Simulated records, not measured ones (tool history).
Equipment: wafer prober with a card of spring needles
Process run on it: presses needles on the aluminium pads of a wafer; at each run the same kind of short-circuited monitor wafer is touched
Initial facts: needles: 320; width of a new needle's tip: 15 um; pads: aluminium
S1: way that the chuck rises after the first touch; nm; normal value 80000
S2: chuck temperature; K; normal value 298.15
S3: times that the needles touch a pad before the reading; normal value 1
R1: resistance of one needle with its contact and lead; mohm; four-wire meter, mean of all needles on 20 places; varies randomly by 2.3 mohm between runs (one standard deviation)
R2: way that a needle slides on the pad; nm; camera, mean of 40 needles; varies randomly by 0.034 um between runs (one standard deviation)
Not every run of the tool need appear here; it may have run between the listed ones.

run,hour,S1,S2,S3,R1,R2
1,0,80000,298.15,1,257,9980
2,8.3,80000,353.15,1,290,10080
# hour 14.1: tips cleaned on abrasive film
3,15.6,79000,298.15,1,259,9940
4,24.5,79000,298.15,1,275,9900
# hour 30.3: tips cleaned on abrasive film
5,36.9,79000,298.15,1,269,9950
# hour 46.4: tips cleaned on abrasive film
6,49.5,79000,302.15,1,268,9880
7,59.1,79000,302.15,1,281,9890
# hour 62.2: tips cleaned on abrasive film
8,66.9,79000,302.15,1,270,9950
# hour 77.8: tips cleaned on abrasive film
9,78.7,79000,302.15,1,258,9930
10,85,61000,302.15,1,289,7650
# hour 93.6: tips cleaned on abrasive film
11,95.8,61000,302.15,1,272,7620
12,106.9,61000,302.15,1,299,7660
# hour 109.6: tips cleaned on abrasive film
13,119,80000,309.15,1,278,10030
# hour 125.7: tips cleaned on abrasive film
14,131.5,80000,309.15,1,270,9980
15,139.3,80000,309.15,1,286,10040
# hour 141.7: tips cleaned on abrasive film
16,147.8,96000,368.15,2,278,12030
17,155.5,72000,379.15,2,293,9000
# hour 158.1: tips cleaned on abrasive film
18,167.2,80000,313.15,1,280,9950
# hour 173.9: tips cleaned on abrasive film
19,175.4,68000,299.15,1,264,8410
20,183.8,80000,298.15,2,266,9940
# hour 189.4: tips cleaned on abrasive film
21,195.1,79000,298.15,1,269,9920
22,203.5,70000,298.15,2,277,8740
# hour 205: tips cleaned on abrasive film
23,213.3,81000,298.15,1,276,10120
# hour 220.8: tips cleaned on abrasive film
24,221.2,62000,298.15,1,259,7690
25,229,62000,298.15,1,287,7650
# hour 236.5: tips cleaned on abrasive film
26,237,80000,300.15,2,255,10010
27,247.6,76000,299.15,1,282,9420

Below are 5 alternative next runs, each starting from the tool's condition after run 27. Predict each:
# hour 252.7: tips cleaned on abrasive film
A,254.5,76000,315.15,1,?,?
# hour 252.7: tips cleaned on abrasive film
B,254.5,69000,331.15,1,?,?
# hour 252.7: tips cleaned on abrasive film
C,254.5,66000,393.15,2,?,?
# hour 252.7: tips cleaned on abrasive film
D,254.5,65000,311.15,1,?,?
# hour 252.7: tips cleaned on abrasive film
E,254.5,80000,298.15,2,?,?

run,R1,R2
A,267,9440
B,272,8550
C,283,8170
D,267,8050
E,257,9950
The same runs, with their run-to-run variation unchanged, on a tool lacking any hidden condition would have given:
run,R1,R2
A,259,9640
B,262,8750
C,277,8370
D,256,8250
E,252,10150

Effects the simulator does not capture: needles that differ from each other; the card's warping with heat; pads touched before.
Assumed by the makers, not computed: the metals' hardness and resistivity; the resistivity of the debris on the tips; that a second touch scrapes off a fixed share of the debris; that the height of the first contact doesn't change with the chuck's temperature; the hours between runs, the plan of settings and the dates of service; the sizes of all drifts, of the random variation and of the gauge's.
